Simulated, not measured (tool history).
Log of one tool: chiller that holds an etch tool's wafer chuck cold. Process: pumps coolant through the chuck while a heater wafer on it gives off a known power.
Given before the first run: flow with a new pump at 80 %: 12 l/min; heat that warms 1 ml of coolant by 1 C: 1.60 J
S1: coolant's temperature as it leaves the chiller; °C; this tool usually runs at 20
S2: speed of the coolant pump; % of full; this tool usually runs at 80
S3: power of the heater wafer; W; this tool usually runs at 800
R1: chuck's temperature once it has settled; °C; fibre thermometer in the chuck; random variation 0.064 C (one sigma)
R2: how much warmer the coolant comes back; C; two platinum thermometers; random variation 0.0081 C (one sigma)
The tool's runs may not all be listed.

run	hour	S1	S2	S3	R1	R2
1	0	20	80	800	26.69	2.549
2	161.5	20	80	800	26.83	2.554
3	274.8	20	80	800	26.94	2.544
4	424	20	80	800	27.03	2.57
5	511	20	80	404	23.65	1.29
6	703.7	20	63	404	24.39	1.678
7	853.9	20	63	404	24.61	1.668
# hour 901.6: coolant changed, channels flushed
8	1061.9	20	95	800	25.3	2.146
# hour 1189.2: chiller's thermometer calibrated
9	1255.4	20	65	800	27.11	3.212
10	1354.3	20	65	800	27.22	3.221
11	1521.4	14	92	777	19.07	2.159
12	1695.7	17	67	405	20.47	1.585
13	1792.7	21	64	416	24.81	1.698
14	1985.4	28	80	701	33.4	2.278
15	2100.6	28	80	701	33.24	2.279
16	2198.5	20	70	922	27.96	3.457
17	2373.4	23	79	922	30.09	3.036
18	2520.6	23	79	922	30.15	3.04
19	2697.1	23	79	922	30.29	3.05

What if the next run were any one of these 4? Each begins from the tool's condition after run 19:
A	2832.9	23	79	691	?	?
B	2832.9	16	62	751	?	?
C	2832.9	23	60	922	?	?
D	2832.9	27	73	627	?	?

run	R1	R2
A	28.45	2.282
B	23.39	3.208
C	32.4	4.085
D	32.31	2.241
Had the tool no hidden state, the same runs would have come out as:
run	R1	R2
A	27.99	2.188
B	22.8	3.077
C	31.67	3.918
D	31.86	2.148
